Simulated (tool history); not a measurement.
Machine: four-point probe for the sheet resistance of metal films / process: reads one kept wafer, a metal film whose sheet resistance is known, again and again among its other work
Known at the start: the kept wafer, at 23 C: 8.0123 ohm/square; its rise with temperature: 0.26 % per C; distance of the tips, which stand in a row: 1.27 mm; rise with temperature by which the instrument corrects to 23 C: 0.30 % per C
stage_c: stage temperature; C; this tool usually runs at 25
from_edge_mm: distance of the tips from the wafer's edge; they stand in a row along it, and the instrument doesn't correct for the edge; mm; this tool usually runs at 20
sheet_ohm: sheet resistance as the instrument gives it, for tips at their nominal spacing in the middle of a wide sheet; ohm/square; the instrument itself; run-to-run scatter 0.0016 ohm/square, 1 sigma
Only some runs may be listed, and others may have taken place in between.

{"run": 1, "hour": 0.0, "stage_c": 25, "from_edge_mm": 20, "sheet_ohm": 7.991947}
{"run": 2, "hour": 115.3, "stage_c": 28, "from_edge_mm": 20, "sheet_ohm": 7.982537}
{"run": 3, "hour": 189.8, "stage_c": 28, "from_edge_mm": 20, "sheet_ohm": 7.980454}
{"run": 4, "hour": 294.4, "stage_c": 28, "from_edge_mm": 20, "sheet_ohm": 7.980154}
{"run": 5, "hour": 407.1, "stage_c": 28, "from_edge_mm": 20, "sheet_ohm": 7.980545}
{"run": 6, "hour": 513.7, "stage_c": 28, "from_edge_mm": 20, "sheet_ohm": 7.981444}
{"run": 7, "hour": 572.5, "stage_c": 28, "from_edge_mm": 20, "sheet_ohm": 7.980181}
{"run": 8, "hour": 656.2, "stage_c": 25, "from_edge_mm": 5, "sheet_ohm": 8.24194}
{"run": 9, "hour": 777.2, "stage_c": 25, "from_edge_mm": 5, "sheet_ohm": 8.23792}
{"run": 10, "hour": 882.3, "stage_c": 25, "from_edge_mm": 5, "sheet_ohm": 8.239916}
{"run": 11, "hour": 968.1, "stage_c": 25, "from_edge_mm": 3, "sheet_ohm": 8.669466}
{"run": 12, "hour": 1019.7, "stage_c": 25, "from_edge_mm": 3, "sheet_ohm": 8.666924}
{"run": 13, "hour": 1073.8, "stage_c": 29, "from_edge_mm": 20, "sheet_ohm": 7.978634}
{"run": 14, "hour": 1158.5, "stage_c": 20, "from_edge_mm": 44, "sheet_ohm": 7.989812}
{"run": 15, "hour": 1257.5, "stage_c": 20, "from_edge_mm": 44, "sheet_ohm": 7.988794}
{"hour": 1269.1, "done": "stage's thermometer calibrated"}
{"run": 16, "hour": 1328.3, "stage_c": 20, "from_edge_mm": 5, "sheet_ohm": 8.258713}
{"run": 17, "hour": 1421.7, "stage_c": 19, "from_edge_mm": 6, "sheet_ohm": 8.180243}
{"run": 18, "hour": 1491.1, "stage_c": 27, "from_edge_mm": 21, "sheet_ohm": 7.982663}
{"hour": 1520.2, "done": "stage's thermometer calibrated, once more"}
{"run": 19, "hour": 1571.2, "stage_c": 34, "from_edge_mm": 6, "sheet_ohm": 8.115378}
{"run": 20, "hour": 1661.7, "stage_c": 18, "from_edge_mm": 14, "sheet_ohm": 8.016696}
{"run": 21, "hour": 1741.3, "stage_c": 31, "from_edge_mm": 15, "sheet_ohm": 7.967799}
{"run": 22, "hour": 1810.4, "stage_c": 31, "from_edge_mm": 15, "sheet_ohm": 7.968604}
{"run": 23, "hour": 1932.4, "stage_c": 31, "from_edge_mm": 15, "sheet_ohm": 7.96551}
{"run": 24, "hour": 2049.0, "stage_c": 34, "from_edge_mm": 29, "sheet_ohm": 7.933529}
{"run": 25, "hour": 2147.0, "stage_c": 34, "from_edge_mm": 29, "sheet_ohm": 7.933932}
{"run": 26, "hour": 2241.7, "stage_c": 21, "from_edge_mm": 7, "sheet_ohm": 8.108059}

Consider 5 possible next runs. They are alternatives, not a sequence: every one starts from the tool as it was left by run 26. What does each give?
{"run": "A", "hour": 2322.4, "stage_c": 31, "from_edge_mm": 7, "sheet_ohm": "?"}
{"run": "B", "hour": 2322.4, "stage_c": 33, "from_edge_mm": 4, "sheet_ohm": "?"}
{"run": "C", "hour": 2322.4, "stage_c": 23, "from_edge_mm": 54, "sheet_ohm": "?"}
{"run": "D", "hour": 2322.4, "stage_c": 29, "from_edge_mm": 5, "sheet_ohm": "?"}
{"run": "E", "hour": 2322.4, "stage_c": 33, "from_edge_mm": 66, "sheet_ohm": "?"}

run=A sheet_ohm=8.071700
run=B sheet_ohm=8.334151
run=C sheet_ohm=7.963154
run=D sheet_ohm=8.206835
run=E sheet_ohm=7.930953
Had the tool no hidden state, the same runs would have come out as:
run=A sheet_ohm=8.123021
run=B sheet_ohm=8.386992
run=C sheet_ohm=8.013844
run=D sheet_ohm=8.258944
run=E sheet_ohm=7.981450
